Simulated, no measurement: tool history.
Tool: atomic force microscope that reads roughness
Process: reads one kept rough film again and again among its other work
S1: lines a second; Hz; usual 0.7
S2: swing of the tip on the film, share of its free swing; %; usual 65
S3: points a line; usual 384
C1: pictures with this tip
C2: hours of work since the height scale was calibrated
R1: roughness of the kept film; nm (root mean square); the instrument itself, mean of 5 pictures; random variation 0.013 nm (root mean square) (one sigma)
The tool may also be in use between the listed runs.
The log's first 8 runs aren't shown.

{"run": 9, "hour": 390.4, "S1": 0.7, "S2": 65, "S3": 384, "C1": 302, "C2": 148, "R1": 3.211}
{"run": 10, "hour": 448.0, "S1": 0.7, "S2": 65, "S3": 384, "C1": 347, "C2": 173, "R1": 3.226}
{"hour": 474.1, "done": "new tip fitted"}
{"run": 11, "hour": 479.5, "S1": 0.7, "S2": 65, "S3": 384, "C1": 5, "C2": 187, "R1": 3.244}
{"run": 12, "hour": 536.3, "S1": 0.7, "S2": 65, "S3": 384, "C1": 49, "C2": 211, "R1": 3.21}
{"run": 13, "hour": 566.2, "S1": 0.7, "S2": 65, "S3": 384, "C1": 72, "C2": 224, "R1": 3.195}
{"run": 14, "hour": 630.2, "S1": 0.7, "S2": 73, "S3": 384, "C1": 121, "C2": 251, "R1": 3.173}
{"run": 15, "hour": 668.1, "S1": 0.7, "S2": 73, "S3": 384, "C1": 151, "C2": 268, "R1": 3.171}
{"run": 16, "hour": 720.4, "S1": 0.7, "S2": 73, "S3": 898, "C1": 191, "C2": 290, "R1": 3.189}
{"run": 17, "hour": 778.6, "S1": 0.7, "S2": 73, "S3": 898, "C1": 236, "C2": 315, "R1": 3.169}
{"run": 18, "hour": 838.1, "S1": 1.019, "S2": 84, "S3": 499, "C1": 283, "C2": 340, "R1": 2.984}
{"run": 19, "hour": 891.2, "S1": 1.019, "S2": 66, "S3": 509, "C1": 324, "C2": 363, "R1": 3.183}
{"run": 20, "hour": 937.6, "S1": 0.774, "S2": 65, "S3": 384, "C1": 360, "C2": 383, "R1": 3.216}
{"hour": 947.6, "done": "new tip fitted"}
{"run": 21, "hour": 985.4, "S1": 2.013, "S2": 65, "S3": 329, "C1": 29, "C2": 404, "R1": 3.055}
{"run": 22, "hour": 1055.0, "S1": 1.695, "S2": 87, "S3": 846, "C1": 83, "C2": 433, "R1": 2.68}
{"run": 23, "hour": 1116.8, "S1": 1.349, "S2": 67, "S3": 846, "C1": 131, "C2": 460, "R1": 3.149}
{"run": 24, "hour": 1179.5, "S1": 1.349, "S2": 67, "S3": 846, "C1": 180, "C2": 487, "R1": 3.129}
{"run": 25, "hour": 1225.4, "S1": 1.349, "S2": 67, "S3": 846, "C1": 215, "C2": 507, "R1": 3.124}
{"run": 26, "hour": 1262.5, "S1": 1.661, "S2": 69, "S3": 343, "C1": 244, "C2": 523, "R1": 3.025}
{"run": 27, "hour": 1303.3, "S1": 2.452, "S2": 63, "S3": 564, "C1": 276, "C2": 540, "R1": 3.041}
{"run": 28, "hour": 1355.0, "S1": 2.452, "S2": 63, "S3": 564, "C1": 316, "C2": 562, "R1": 3.042}

The next listed run, before its measurement:
{"run": 29, "hour": 1416.2, "S1": 2.452, "S2": 63, "S3": 564, "C1": 363, "C2": 589, "R1": "?"}

{"run 29": {"R1": 3.035}}
Without the tool's hidden state the same run would have given R1 3.045 nm (root mean square).
